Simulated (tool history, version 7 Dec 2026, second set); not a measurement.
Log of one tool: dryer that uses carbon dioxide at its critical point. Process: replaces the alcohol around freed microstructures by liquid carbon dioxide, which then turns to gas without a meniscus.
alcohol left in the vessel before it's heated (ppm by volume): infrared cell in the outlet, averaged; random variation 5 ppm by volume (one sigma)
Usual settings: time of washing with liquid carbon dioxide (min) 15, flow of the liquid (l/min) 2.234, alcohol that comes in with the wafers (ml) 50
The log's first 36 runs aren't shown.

| run | hour | time of washing with liquid carbon dioxide (min) | flow of the liquid (l/min) | alcohol that comes in with the wafers (ml) | hours of work since the filter was changed | hours of work since the purifier's bed was changed | alcohol left in the vessel before it's heated (ppm by volume) |
|---|---|---|---|---|---|---|---|
| 37 | 391.3 | 19 | 2.670 | 22 | 37 | 468 | 45 |
| 38 | 399.9 | 19 | 2.670 | 22 | 43 | 473 | 52 |
| 39 | 413.0 | 10 | 2.234 | 91 | 52 | 482 | 351 |
| 40 | 426.9 | 10 | 2.234 | 91 | 61 | 491 | 347 |
| 41 | 439.3 | 10 | 2.234 | 91 | 69 | 499 | 360 |
| 42 | 445.9 | 10 | 2.234 | 91 | 73 | 503 | 362 |
| 43 | 457.8 | 10 | 2.234 | 91 | 81 | 511 | 374 |
| 44 | 471.3 | 20 | 2.234 | 50 | 90 | 520 | 43 |
| 45 | 484.1 | 20 | 2.234 | 50 | 98 | 528 | 51 |
| 46 | 491.9 | 15 | 1.490 | 50 | 103 | 534 | 221 |
| 47 | 505.7 | 13 | 2.500 | 50 | 112 | 543 | 75 |

Forecast each of these 4 alternatives for the next run:
| A | 515.5 | 11 | 3.130 | 100 | 119 | 549 | ? |
| B | 515.5 | 21 | 2.500 | 50 | 119 | 549 | ? |
| C | 515.5 | 23 | 2.550 | 28 | 119 | 549 | ? |
| D | 515.5 | 13 | 1.360 | 33 | 119 | 549 | ? |

| run | alcohol left in the vessel before it's heated (ppm by volume) |
|---|---|
| A | 75 |
| B | 59 |
| C | 48 |
| D | 346 |
Without the tool's hidden state the same runs would have given:
| run | alcohol left in the vessel before it's heated (ppm by volume) |
|---|---|
| A | 25 |
| B | 12 |
| C | 1 |
| D | 275 |
